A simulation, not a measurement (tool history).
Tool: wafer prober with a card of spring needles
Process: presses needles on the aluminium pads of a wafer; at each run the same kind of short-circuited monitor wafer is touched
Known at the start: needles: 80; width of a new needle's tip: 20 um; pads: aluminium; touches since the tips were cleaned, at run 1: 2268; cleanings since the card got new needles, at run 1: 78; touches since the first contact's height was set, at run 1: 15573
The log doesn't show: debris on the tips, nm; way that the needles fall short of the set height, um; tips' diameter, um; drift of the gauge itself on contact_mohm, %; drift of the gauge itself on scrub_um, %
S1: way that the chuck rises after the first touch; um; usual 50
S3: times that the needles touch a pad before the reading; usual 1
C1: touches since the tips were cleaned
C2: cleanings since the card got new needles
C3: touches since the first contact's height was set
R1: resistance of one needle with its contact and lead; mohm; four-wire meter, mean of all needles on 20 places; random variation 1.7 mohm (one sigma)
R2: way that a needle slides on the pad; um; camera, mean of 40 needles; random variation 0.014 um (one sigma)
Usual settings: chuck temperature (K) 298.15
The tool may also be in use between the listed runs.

Run 1, day 0: usual settings; C1 2268; C2 78; C3 15573. Result: R1 228 mohm, R2 10.07 um.
At day 0.338: tips cleaned on abrasive film.
At day 0.938: tips cleaned on abrasive film.
At day 1.512: tips cleaned on abrasive film.
Run 2, day 1.533: usual settings; C1 194; C2 81; C3 30484. Result: R1 182 mohm, R2 10.03 um.
At day 2.054: tips cleaned on abrasive film.
At day 2.608: tips cleaned on abrasive film.
Run 3, day 2.996: usual settings but S1 52 um; C1 3787; C2 83; C3 44759. Result: R1 250 mohm, R2 10.45 um.
At day 3.208: tips cleaned on abrasive film.
At day 3.733: tips cleaned on abrasive film.
Run 4, day 4.196: usual settings but S1 52 um; C1 4525; C2 85; C3 56454. Result: R1 249 mohm, R2 10.39 um.
At day 4.325: tips cleaned on abrasive film.
At day 4.921: tips cleaned on abrasive film.
Run 5, day 5.05: usual settings but S1 52 um, chuck temperature (K) 367.15; C1 1281; C2 87; C3 64755. Result: R1 222 mohm, R2 10.4 um.
At day 5.5: tips cleaned on abrasive film.
At day 6.038: tips cleaned on abrasive film.
At day 6.542: tips cleaned on abrasive film.
Run 6, day 6.542: usual settings but S1 52 um, chuck temperature (K) 367.15; C1 0; C2 90; C3 79275. Result: R1 188 mohm, R2 10.35 um.
At day 7.092: tips cleaned on abrasive film.
At day 7.667: tips cleaned on abrasive film.
Run 7, day 8.154: usual settings but S1 52 um, chuck temperature (K) 367.15; C1 4794; C2 92; C3 95002. Result: R1 261 mohm, R2 10.36 um.
At day 8.283: tips cleaned on abrasive film.
At day 8.296: height of the first contact set anew.
At day 8.8: tips cleaned on abrasive film.
At day 9.421: tips cleaned on abrasive film.
Run 8, day 9.742: usual settings but S1 52 um, chuck temperature (K) 343.15; C1 3185; C2 95; C3 14136. Result: R1 240 mohm, R2 10.27 um.
At day 9.954: tips cleaned on abrasive film.
At day 10.496: tips cleaned on abrasive film.
At day 11.029: tips cleaned on abrasive film.
Run 9, day 11.312: usual settings but S1 52 um, chuck temperature (K) 343.15; C1 2755; C2 98; C3 29402. Result: R1 242 mohm, R2 10.24 um.
At day 11.55: tips cleaned on abrasive film.
At day 12.162: tips cleaned on abrasive film.
Run 10, day 12.362: usual settings but S1 52 um, chuck temperature (K) 343.15; C1 1960; C2 100; C3 39627. Result: R1 232 mohm, R2 10.23 um.
At day 12.7: tips cleaned on abrasive film.
At day 13.238: tips cleaned on abrasive film.
Run 11, day 13.375: usual settings but S1 52 um, chuck temperature (K) 343.15; C1 1371; C2 102; C3 49489. Result: R1 220 mohm, R2 10.17 um.
At day 13.838: tips cleaned on abrasive film.
At day 14.421: tips cleaned on abrasive film.
Run 12, day 14.421: usual settings but chuck temperature (K) 334.15; C1 0; C2 104; C3 59674. Result: R1 180 mohm, R2 9.74 um.
At day 14.971: tips cleaned on abrasive film.
At day 15.508: tips cleaned on abrasive film.
At day 16.042: tips cleaned on abrasive film.
Run 13, day 16.042: usual settings; C1 0; C2 107; C3 75454. Result: R1 173 mohm, R2 9.73 um.
At day 16.612: tips cleaned on abrasive film.
At day 17.192: tips cleaned on abrasive film.
Run 14, day 17.596: usual settings but chuck temperature (K) 305.15; C1 3965; C2 109; C3 90597. Result: R1 263 mohm, R2 9.7 um.
At day 17.754: tips cleaned on abrasive film.
At day 17.846: height of the first contact set anew, once more.
At day 18.308: tips cleaned on abrasive film.
At day 18.858: tips cleaned on abrasive film.
Run 15, day 19.233: usual settings but chuck temperature (K) 305.15; C1 3678; C2 112; C3 13529. Result: R1 254 mohm, R2 10.06 um.
At day 19.458: tips cleaned on abrasive film.
At day 20.079: tips cleaned on abrasive film.
Run 16, day 20.542: usual settings but chuck temperature (K) 320.15; C1 4546; C2 114; C3 26299. Result: R1 263 mohm, R2 10.07 um.
At day 20.654: tips cleaned on abrasive film.
At day 21.242: tips cleaned on abrasive film.
Run 17, day 21.579: usual settings but chuck temperature (K) 320.15; C1 3309; C2 116; C3 36362. Result: R1 247 mohm, R2 10.04 um.
At day 21.796: tips cleaned on abrasive film.
At day 22.338: tips cleaned on abrasive film.
At day 22.888: tips cleaned on abrasive film.
Run 18, day 23.212: usual settings but chuck temperature (K) 320.15; C1 3222; C2 119; C3 52293. Result: R1 250 mohm, R2 9.99 um.
At day 23.433: tips cleaned on abrasive film.
At day 23.983: tips cleaned on abrasive film.
At day 24.575: tips cleaned on abrasive film.
Run 19, day 24.796: usual settings but S1 31 um, chuck temperature (K) 315.15; C1 2159; C2 122; C3 67684. Result: R1 350 mohm, R2 6.16 um.
At day 25.079: tips cleaned on abrasive film.
At day 25.646: tips cleaned on abrasive film.
Run 20, day 26.017: usual settings but S1 39 um; C1 3643; C2 124; C3 79577. Result: R1 306 mohm, R2 7.73 um.
At day 26.142: tips cleaned on abrasive film.
At day 26.679: tips cleaned on abrasive film.
At day 27.242: tips cleaned on abrasive film.
Run 21, day 27.462: usual settings but S1 39 um; C1 2164; C2 127; C3 93653. Result: R1 272 mohm, R2 7.71 um.
At day 27.696: height of the first contact set anew.
At day 27.808: tips cleaned on abrasive film.
At day 28.342: tips cleaned on abrasive film.
Run 22, day 28.758: usual settings but S1 39 um; C1 4066; C2 129; C3 10303. Result: R1 313 mohm, R2 7.87 um.
At day 28.883: tips cleaned on abrasive film.
At day 29.404: tips cleaned on abrasive film.
At day 29.962: tips cleaned on abrasive film.
Run 23, day 29.992: usual settings but chuck temperature (K) 383.15; C1 294; C2 132; C3 22295. Result: R1 200 mohm, R2 10.04 um.
At day 30.471: tips cleaned on abrasive film.
At day 31.083: tips cleaned on abrasive film.
Run 24, day 31.529: usual settings but S1 31 um, S3 2; C1 4387; C2 134; C3 37311. Result: R1 320 mohm, R2 6.18 um.
At day 31.658: tips cleaned on abrasive film.
At day 32.233: tips cleaned on abrasive film.
At day 32.8: tips cleaned on abrasive film.
Run 25, day 32.888: usual settings but S1 31 um, S3 2; C1 860; C2 137; C3 50513. Result: R1 226 mohm, R2 6.16 um.

Forecast each of these 5 alternatives for the next run:
At day 33.3: tips cleaned on abrasive film.
At day 33.867: tips cleaned on abrasive film.
Run A, day 34.238: usual settings but S1 54 um; C1 3662; C2 139; C3 63677. Result: R1 ?, R2 ?.
At day 33.3: tips cleaned on abrasive film.
At day 33.867: tips cleaned on abrasive film.
Run B, day 34.238: usual settings; C1 3662; C2 139; C3 63677. Result: R1 ?, R2 ?.
At day 33.3: tips cleaned on abrasive film.
At day 33.867: tips cleaned on abrasive film.
Run C, day 34.238: usual settings but S1 49 um; C1 3662; C2 139; C3 63677. Result: R1 ?, R2 ?.
At day 33.3: tips cleaned on abrasive film.
At day 33.867: tips cleaned on abrasive film.
Run D, day 34.238: usual settings but S1 58 um, chuck temperature (K) 391.15; C1 3662; C2 139; C3 63677. Result: R1 ?, R2 ?.
At day 33.3: tips cleaned on abrasive film.
At day 33.867: tips cleaned on abrasive film.
Run E, day 34.238: usual settings but S1 31 um; C1 3662; C2 139; C3 63677. Result: R1 ?, R2 ?.

run   R1     R2
  A  239  10.79
  B  251   9.98
  C  261   9.78
  D  234  11.57
  E  388   6.13
Without the tool's hidden state the same runs would have given:
run   R1     R2
  A  164  10.93
  B  165  10.12
  C  170   9.92
  D  178  11.71
  E  173   6.26
